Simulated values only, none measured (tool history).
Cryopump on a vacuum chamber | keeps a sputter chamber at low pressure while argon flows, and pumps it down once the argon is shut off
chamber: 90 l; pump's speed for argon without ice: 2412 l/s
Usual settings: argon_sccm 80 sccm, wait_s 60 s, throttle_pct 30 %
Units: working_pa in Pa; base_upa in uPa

run   hour  argon_sccm  wait_s  throttle_pct  working_pa  base_upa
  1    0.0          80      60            30      0.1951      1.19
  2   34.8          80      60            30      0.1972      1.21
  3   88.7          80      60            30      0.1971      1.25
  4  122.9          80      60            30      0.2003      1.22
  5  153.5          80      60            30      0.1997      1.19
  6  202.8          80      60            30      0.2014      1.25
  7  235.7          80      60            30      0.2029      1.27
  8  273.2          80      60            50      0.1293      1.25
  9  316.0          80      60            50      0.1144      1.23
 10  346.1          80      60            50      0.1138      1.20
 11  369.7          61      60            50      0.0877      1.24
 12  395.7          61      60            50      0.0878      1.20
 13  418.8          88      91            27      0.2340      0.93
 14  443.9          88      91            27      0.2335      0.92
 15  486.4          80     270            26      0.2204      0.51
 16  534.1          57      34            35      0.1190      1.96
 17  557.6         143      29            24      0.4315      2.29
 18  613.1         143      29            24      0.4357      2.29
 19  662.1         143      29            24      0.4354      2.24
 20  689.4         143      23            24      0.4395      2.82
 21  720.7          80      60            16      0.3622      1.31
 22  756.8          80     283            21      0.2798      0.58
 23  805.2          80     283            21      0.2816      0.57

Taken out of this log: 1 entry between the listed runs. Where each belongs, and how the hidden state differs across it:
Between runs 8 and 9: pump warmed up, emptied and cooled again (hour 295.9)
  pump's speed, % of a pump's without ice: 77.6 -> 98.9; cold plate's temperature, K: 12.95 -> 12.96; leak into the chamber, uPa l/s: 643 -> 651
  measured less the result without the state, working_pa: +0.0175 -> +0.0017 Pa; base_upa: +0.22 -> +0.15 uPa

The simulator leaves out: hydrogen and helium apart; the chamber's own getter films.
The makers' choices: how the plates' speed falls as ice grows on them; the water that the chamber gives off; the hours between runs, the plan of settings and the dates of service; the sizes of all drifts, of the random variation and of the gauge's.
